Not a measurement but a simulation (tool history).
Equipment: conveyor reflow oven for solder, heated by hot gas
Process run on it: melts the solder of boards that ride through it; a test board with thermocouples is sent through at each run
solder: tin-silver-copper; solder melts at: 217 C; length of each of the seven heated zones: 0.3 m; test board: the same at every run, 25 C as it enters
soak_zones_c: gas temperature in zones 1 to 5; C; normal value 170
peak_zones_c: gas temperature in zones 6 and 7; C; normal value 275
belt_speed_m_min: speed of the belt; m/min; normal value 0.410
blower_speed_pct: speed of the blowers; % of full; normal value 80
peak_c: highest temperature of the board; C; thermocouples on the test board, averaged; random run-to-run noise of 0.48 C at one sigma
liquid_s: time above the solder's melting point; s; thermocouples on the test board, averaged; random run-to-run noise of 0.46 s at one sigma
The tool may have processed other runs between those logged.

run	hour	soak_zones_c	peak_zones_c	belt_speed_m_min	blower_speed_pct	peak_c	liquid_s
1	0.0	170	275	0.410	80	257.2	69.2
2	15.4	170	275	0.410	80	256.8	68.8
3	32.5	170	275	0.410	80	256.7	68.1
4	50.3	170	275	0.410	64	254.6	65.7
5	57.7	170	275	0.410	64	255.6	65.1
6	68.9	170	275	0.410	64	254.8	64.8
7	77.4	170	275	0.410	80	256.1	67.5
8	93.0	170	275	0.410	80	257.0	67.9
9	106.3	170	275	0.410	80	256.4	67.6
10	119.3	170	275	0.410	63	254.3	64.8
11	133.4	170	275	0.410	63	253.8	64.8
12	143.6	170	275	0.370	80	259.9	78.4
13	156.0	170	275	0.370	80	259.1	78.0
14	164.9	170	275	0.372	80	259.4	77.9
15	179.1	170	275	0.372	80	259.3	78.5
16	193.3	170	275	0.372	80	259.3	77.9
17	206.4	158	275	0.410	80	253.3	61.4
18	214.6	170	282	0.365	80	266.9	84.2
19	222.1	156	287	0.334	84	273.3	91.5
20	236.6	157	285	0.454	70	255.6	55.2
21	247.6	157	277	0.454	74	250.6	49.6
22	269.0	170	275	0.469	80	255.4	58.4
23	282.8	170	284	0.456	80	264.4	64.4
24	294.8	156	264	0.411	58	244.0	51.2
25	302.8	156	264	0.411	58	243.5	50.7
26	314.5	178	283	0.469	80	264.2	65.8
27	331.6	178	283	0.481	83	262.6	63.6
28	347.1	178	283	0.481	83	263.2	63.7
29	362.3	157	269	0.488	85	245.7	44.9
30	375.4	157	269	0.488	85	246.0	43.5

Missing from the log above: 1 entry noted between runs. For each, name the pair of listed runs it sits between and say how the tool's hidden condition differs from the listed run just before to the listed run just after:
Runs 21 to 22: flux residue cleaned out of gas plates and filters (hour 255.7)
  heat that the gas passes to the board, % of a clean oven's: 84.4 -> 99.1; true gas temperature in zones 6 and 7 over the reading, C: -0.66 -> -0.69
  measured result minus the result with no hidden state, peak_c: -5.7 -> -0.7 C; liquid_s: -5.1 -> -0.1 s

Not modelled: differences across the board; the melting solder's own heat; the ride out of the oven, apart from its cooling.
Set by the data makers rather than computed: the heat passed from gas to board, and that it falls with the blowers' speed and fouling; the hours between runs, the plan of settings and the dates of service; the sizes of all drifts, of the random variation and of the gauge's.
